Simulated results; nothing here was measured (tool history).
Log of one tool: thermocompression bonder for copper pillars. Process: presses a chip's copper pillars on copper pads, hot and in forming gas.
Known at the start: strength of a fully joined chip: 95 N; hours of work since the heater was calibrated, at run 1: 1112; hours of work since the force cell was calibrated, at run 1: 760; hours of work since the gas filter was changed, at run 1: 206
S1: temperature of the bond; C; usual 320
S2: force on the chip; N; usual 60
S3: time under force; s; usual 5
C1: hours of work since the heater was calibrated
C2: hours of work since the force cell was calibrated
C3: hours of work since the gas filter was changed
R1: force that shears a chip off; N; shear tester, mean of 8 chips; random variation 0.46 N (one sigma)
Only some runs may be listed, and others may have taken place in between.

run    hour   S1  S2  S3    C1    C2   C3    R1
  1       0  320  60   5  1112   760  206  60.3
  2      58  320  60   5  1157   805  251  59.6
  3   101.6  322  60   5  1192   840  285  59.7
  4   179.5  320  60   8  1253   900  346  65.4
  5   222.6  320  60   5  1286   934  380  58.4
  6     305  320  60   5  1351   999  445  57.5
      346.7  -- forming gas filter changed
  7   360.1  320  60   5  1393  1041   10  60.6
  8   432.4  320  60   5  1450  1098   67  59.9
  9   471.5  320  39   5  1481  1129   98  48.3
 10   542.5  320  39   5  1536  1184  153  48.2
 11   607.7  320  43   5  1587  1235  204  49.5
      678.5  -- heater calibrated with a thermocouple chip
 12   701.6  320  60   5    18  1307  276  64.8
 13   762.2  320  60  12    65  1355  324  78.3
 14   819.4  320  60   5   110  1399  368  63.6
 15   877.3  320  60   5   156  1445  414  63.7
 16   953.3  320  60   5   215  1504  473  62.8
      958.8  -- forming gas filter changed
 17    1033  320  60   8   277  1566   58  73.8
 18  1094.7  320  60   8   325  1614  106  72.4
 19  1138.9  318  60   5   360  1649  141  64.2
     1147.4  -- force cell calibrated
 20  1180.7  318  60   5   391    26  172  64.8
 21  1258.8  320  53   4   452    87  234  58.6
 22  1312.6  291  43   4   495   129  276  37.6
 23  1389.8  320  78   3   555   190  336    62
 24    1448  326  47   9   601   235  382  68.8
 25  1515.4  320  61   5   653   288  434  63.3
     1571.8  -- forming gas filter changed
 26  1581.5  320  54  13   705   339    8  79.2
     1606.4  -- force cell calibrated, once more
 27    1637  338  54   8   747    24   50  75.3
 28  1716.4  338  54   8   809    86  112    75
 29  1799.1  320  90  15   874   151  177  85.4
 30  1855.3  292  52   6   918   195  221  44.7
 31  1912.3  292  52   6   962   239  265  44.5
 32    1990  298  74   5  1023   300  326  53.1
 33    2052  298  39   8  1072   349  375    44
 34  2134.6  320  88   7  1136   413  439    73
     2186.1  -- forming gas filter changed
 35  2197.8  320  88   7  1185   462    9  76.7
 36  2247.1  320  88   7  1224   501   48  76.8
 37  2331.7  306  69   3  1290   567  114  48.7
 38  2370.7  348  58   3  1321   598  144  63.4

Here are 5 independent what-if runs from the current tool condition. What would each one return?
  A  2446.8  292  60   4  1380  657  204   ?
  B  2446.8  344  65   5  1380  657  204   ?
  C  2446.8  319  87   4  1380  657  204   ?
  D  2446.8  320  60   3  1380  657  204   ?
  E  2446.8  350  57   3  1380  657  204   ?

run    R1
  A  41.5
  B  72.3
  C  65.9
  D  50.6
  E  63.3
The same runs, with their run-to-run variation unchanged, on a tool lacking any hidden condition would have given:
run    R1
  A  47.6
  B  78.1
  C  72.4
  D  56.7
  E  69.2

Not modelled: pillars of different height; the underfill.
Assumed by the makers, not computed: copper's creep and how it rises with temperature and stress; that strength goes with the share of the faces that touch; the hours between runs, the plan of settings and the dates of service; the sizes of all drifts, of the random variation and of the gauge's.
